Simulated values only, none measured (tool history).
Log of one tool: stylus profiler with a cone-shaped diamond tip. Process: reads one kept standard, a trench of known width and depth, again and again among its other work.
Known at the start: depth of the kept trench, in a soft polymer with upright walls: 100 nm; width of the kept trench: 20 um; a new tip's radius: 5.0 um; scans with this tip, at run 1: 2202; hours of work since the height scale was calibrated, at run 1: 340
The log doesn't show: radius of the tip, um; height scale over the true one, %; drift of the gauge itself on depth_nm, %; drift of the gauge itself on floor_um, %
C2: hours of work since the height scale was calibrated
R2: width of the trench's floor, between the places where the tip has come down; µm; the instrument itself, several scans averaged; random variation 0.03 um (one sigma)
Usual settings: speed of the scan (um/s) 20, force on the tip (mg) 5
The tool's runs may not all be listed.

run 1 hour=0 | speed_of_the_scan_(um/s)=20 force_on_the_tip_(mg)=5 | scans_with_this_tip=2202 C2=340 | depth_of_the_trench_(nm)=101.69 R2=17.9
run 2 hour=7.3 | speed_of_the_scan_(um/s)=20 force_on_the_tip_(mg)=5 | scans_with_this_tip=2238 C2=345 | depth_of_the_trench_(nm)=101.55 R2=17.9
run 3 hour=18.7 | speed_of_the_scan_(um/s)=20 force_on_the_tip_(mg)=5 | scans_with_this_tip=2295 C2=354 | depth_of_the_trench_(nm)=101.66 R2=17.88
run 4 hour=27.4 | speed_of_the_scan_(um/s)=20 force_on_the_tip_(mg)=5 | scans_with_this_tip=2338 C2=361 | depth_of_the_trench_(nm)=101.64 R2=17.87
run 5 hour=43.5 | speed_of_the_scan_(um/s)=20 force_on_the_tip_(mg)=5 | scans_with_this_tip=2419 C2=373 | depth_of_the_trench_(nm)=101.61 R2=17.89
run 6 hour=51.4 | speed_of_the_scan_(um/s)=6 force_on_the_tip_(mg)=5 | scans_with_this_tip=2458 C2=379 | depth_of_the_trench_(nm)=101.67 R2=17.9
run 7 hour=66.8 | speed_of_the_scan_(um/s)=6 force_on_the_tip_(mg)=5 | scans_with_this_tip=2535 C2=391 | depth_of_the_trench_(nm)=101.68 R2=17.9
-- hour=68.4 height scale calibrated on a step standard
run 8 hour=81.2 | speed_of_the_scan_(um/s)=6 force_on_the_tip_(mg)=5 | scans_with_this_tip=2604 C2=10 | depth_of_the_trench_(nm)=101.73 R2=17.84
run 9 hour=96.3 | speed_of_the_scan_(um/s)=53 force_on_the_tip_(mg)=5 | scans_with_this_tip=2679 C2=21 | depth_of_the_trench_(nm)=101.7 R2=17.82
run 10 hour=108.3 | speed_of_the_scan_(um/s)=53 force_on_the_tip_(mg)=5 | scans_with_this_tip=2739 C2=31 | depth_of_the_trench_(nm)=101.57 R2=17.92
run 11 hour=119.9 | speed_of_the_scan_(um/s)=53 force_on_the_tip_(mg)=5 | scans_with_this_tip=2796 C2=40 | depth_of_the_trench_(nm)=101.58 R2=17.79
run 12 hour=131.5 | speed_of_the_scan_(um/s)=20 force_on_the_tip_(mg)=12.12 | scans_with_this_tip=2854 C2=48 | depth_of_the_trench_(nm)=103.01 R2=17.9
run 13 hour=138.9 | speed_of_the_scan_(um/s)=5 force_on_the_tip_(mg)=12.12 | scans_with_this_tip=2891 C2=54 | depth_of_the_trench_(nm)=102.98 R2=17.88
-- hour=142.3 height scale calibrated on a step standard, once more
run 14 hour=155.5 | speed_of_the_scan_(um/s)=74 force_on_the_tip_(mg)=2.87 | scans_with_this_tip=2971 C2=10 | depth_of_the_trench_(nm)=101.17 R2=17.75
run 15 hour=166.1 | speed_of_the_scan_(um/s)=21 force_on_the_tip_(mg)=1.78 | scans_with_this_tip=3024 C2=18 | depth_of_the_trench_(nm)=100.82 R2=17.86
run 16 hour=176.4 | speed_of_the_scan_(um/s)=11 force_on_the_tip_(mg)=4.3 | scans_with_this_tip=3076 C2=26 | depth_of_the_trench_(nm)=101.63 R2=17.92
run 17 hour=185.4 | speed_of_the_scan_(um/s)=11 force_on_the_tip_(mg)=4.3 | scans_with_this_tip=3120 C2=33 | depth_of_the_trench_(nm)=101.61 R2=17.93
run 18 hour=199.3 | speed_of_the_scan_(um/s)=51 force_on_the_tip_(mg)=3.51 | scans_with_this_tip=3189 C2=44 | depth_of_the_trench_(nm)=101.34 R2=17.77
run 19 hour=208.4 | speed_of_the_scan_(um/s)=66 force_on_the_tip_(mg)=3.2 | scans_with_this_tip=3235 C2=51 | depth_of_the_trench_(nm)=101.18 R2=17.78
run 20 hour=215.9 | speed_of_the_scan_(um/s)=66 force_on_the_tip_(mg)=3.2 | scans_with_this_tip=3272 C2=57 | depth_of_the_trench_(nm)=101.25 R2=17.75
run 21 hour=230.6 | speed_of_the_scan_(um/s)=66 force_on_the_tip_(mg)=3.2 | scans_with_this_tip=3345 C2=68 | depth_of_the_trench_(nm)=101.12 R2=17.78

Hidden state at the last listed run before each entry between runs and at the first one after, where it differs:
Between runs 7 and 8: height scale calibrated on a step standard (hour 68.4)
  radius of the tip, um: 5.5 -> 5.51; height scale over the true one, %: -0.08 -> -0.092
  measured less the result without the state, depth of the trench (nm): -0.09 -> -0.09; R2: -0.1 -> -0.1 µm
Between runs 13 and 14: height scale calibrated on a step standard, once more (hour 142.3)
  radius of the tip, um: 5.55 -> 5.57; height scale over the true one, %: -0.1 -> -0.006
  measured less the result without the state, depth of the trench (nm): -0.11 -> +0; R2: -0.11 -> -0.11 µm
